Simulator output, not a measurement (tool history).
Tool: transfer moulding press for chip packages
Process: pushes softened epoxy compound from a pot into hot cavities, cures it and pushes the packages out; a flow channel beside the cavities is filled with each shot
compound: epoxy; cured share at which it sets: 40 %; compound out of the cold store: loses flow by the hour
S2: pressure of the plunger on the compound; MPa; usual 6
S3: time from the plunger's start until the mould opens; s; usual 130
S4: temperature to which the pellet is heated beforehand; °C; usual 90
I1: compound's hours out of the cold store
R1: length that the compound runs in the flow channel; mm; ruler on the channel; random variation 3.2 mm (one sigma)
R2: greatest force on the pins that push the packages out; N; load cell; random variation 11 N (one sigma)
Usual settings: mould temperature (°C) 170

Run 1, hour 0: usual settings; I1 25.7. Result: R1 871 mm, R2 552 N.
At hour 15.9: cavities cleaned with cleaning compound and waxed.
Run 2, hour 49.1: usual settings; I1 25.7. Result: R1 872 mm, R2 554 N.
Run 3, hour 78: usual settings but S3 143 s; I1 13.7. Result: R1 907 mm, R2 486 N.
At hour 110.5: cavities cleaned with cleaning compound and waxed.
Run 4, hour 123.6: usual settings but S3 116 s; I1 40.8. Result: R1 836 mm, R2 653 N.
Run 5, hour 155.3: usual settings but S3 116 s; I1 12.5. Result: R1 910 mm, R2 693 N.
Run 6, hour 191.7: usual settings but mould temperature (°C) 169; I1 27.6. Result: R1 862 mm, R2 582 N.
At hour 203.2: cavities cleaned with cleaning compound and waxed.
Run 7, hour 217.5: usual settings but mould temperature (°C) 169, S2 7.33 MPa; I1 43.3. Result: R1 912 mm, R2 537 N.
Run 8, hour 242.1: usual settings but mould temperature (°C) 169, S2 7.33 MPa; I1 41.8. Result: R1 914 mm, R2 534 N.
At hour 273.3: plunger's sealing rings changed.
Run 9, hour 287.5: usual settings but S2 6.13 MPa; I1 30.8. Result: R1 870 mm, R2 556 N.
At hour 302.4: cavities cleaned with cleaning compound and waxed.
Run 10, hour 337.1: usual settings but S2 5.06 MPa; I1 34.1. Result: R1 781 mm, R2 538 N.
Run 11, hour 372.9: usual settings but S2 5.06 MPa; I1 8.3. Result: R1 849 mm, R2 568 N.
At hour 396.1: cavities cleaned with cleaning compound and waxed.
Run 12, hour 408.9: usual settings but S2 5.06 MPa; I1 19.3. Result: R1 813 mm, R2 553 N.
Run 13, hour 454.1: usual settings but S2 5.06 MPa; I1 20.4. Result: R1 817 mm, R2 567 N.
At hour 490: cavities cleaned with cleaning compound and waxed.
Run 14, hour 496.2: usual settings but S2 5.06 MPa; I1 43.3. Result: R1 759 mm, R2 530 N.
Run 15, hour 522: usual settings but mould temperature (°C) 171, S2 6.06 MPa; I1 22.2. Result: R1 884 mm, R2 507 N.
Run 16, hour 553.6: usual settings but mould temperature (°C) 171, S2 5.26 MPa, S3 122 s, S4 92 °C; I1 27.2. Result: R1 808 mm, R2 586 N.
At hour 585.3: cavities cleaned with cleaning compound and waxed.
Run 17, hour 599.2: usual settings but S4 83 °C; I1 34.5. Result: R1 851 mm, R2 569 N.
Run 18, hour 628.4: usual settings but mould temperature (°C) 167, S2 6.46 MPa, S3 120 s, S4 85 °C; I1 18.7. Result: R1 932 mm, R2 770 N.
Run 19, hour 665.1: usual settings but mould temperature (°C) 163, S2 6.1 MPa, S3 129 s; I1 35.5. Result: R1 866 mm, R2 828 N.
At hour 679.8: cavities cleaned with cleaning compound and waxed.
Run 20, hour 708.6: usual settings but mould temperature (°C) 173, S2 4.52 MPa, S3 166 s, S4 88 °C; I1 19.6. Result: R1 771 mm, R2 437 N.
At hour 714.2: plunger's sealing rings changed.
Run 21, hour 751.7: usual settings but mould temperature (°C) 173, S2 4.52 MPa, S3 121 s, S4 83 °C; I1 9.5. Result: R1 795 mm, R2 555 N.
At hour 777: cavities cleaned with cleaning compound and waxed.
Run 22, hour 777.4: usual settings but mould temperature (°C) 168, S2 6.2 MPa, S3 148 s, S4 97 °C; I1 44.9. Result: R1 835 mm, R2 503 N.
Run 23, hour 819.4: usual settings but mould temperature (°C) 168, S2 6.2 MPa, S3 112 s, S4 97 °C; I1 42.3. Result: R1 845 mm, R2 735 N.
Run 24, hour 859: usual settings but mould temperature (°C) 177, S3 141 s, S4 86 °C; I1 33.4. Result: R1 841 mm, R2 437 N.
At hour 869.7: cavities cleaned with cleaning compound and waxed.
Run 25, hour 904.6: usual settings but mould temperature (°C) 173, S2 5.45 MPa, S3 128 s, S4 92 °C; I1 18.3. Result: R1 850 mm, R2 504 N.
Run 26, hour 926.1: usual settings but mould temperature (°C) 173, S2 6.94 MPa, S3 128 s, S4 99 °C; I1 14.2. Result: R1 971 mm, R2 524 N.
At hour 963.1: cavities cleaned with cleaning compound and waxed.
Run 27, hour 974.5: usual settings but S2 5.81 MPa; I1 40. Result: R1 825 mm, R2 530 N.

Forecast each of these 4 alternatives for the next run:
Run A, hour 1001.7: usual settings but S2 5.98 MPa, S3 145 s; I1 43.3. Result: R1 ?, R2 ?.
Run B, hour 1001.7: usual settings but mould temperature (°C) 173, S3 118 s, S4 94 °C; I1 37.8. Result: R1 ?, R2 ?.
Run C, hour 1001.7: usual settings but S2 5.81 MPa, S3 153 s; I1 11.8. Result: R1 ?, R2 ?.
Run D, hour 1001.7: usual settings but mould temperature (°C) 176, S2 5.81 MPa; I1 47.2. Result: R1 ?, R2 ?.

run   R1   R2
  A  817  487
  B  838  522
  C  905  453
  D  783  441
Without the tool's hidden state the same runs would have given:
run   R1   R2
  A  818  486
  B  838  521
  C  906  452
  D  783  440
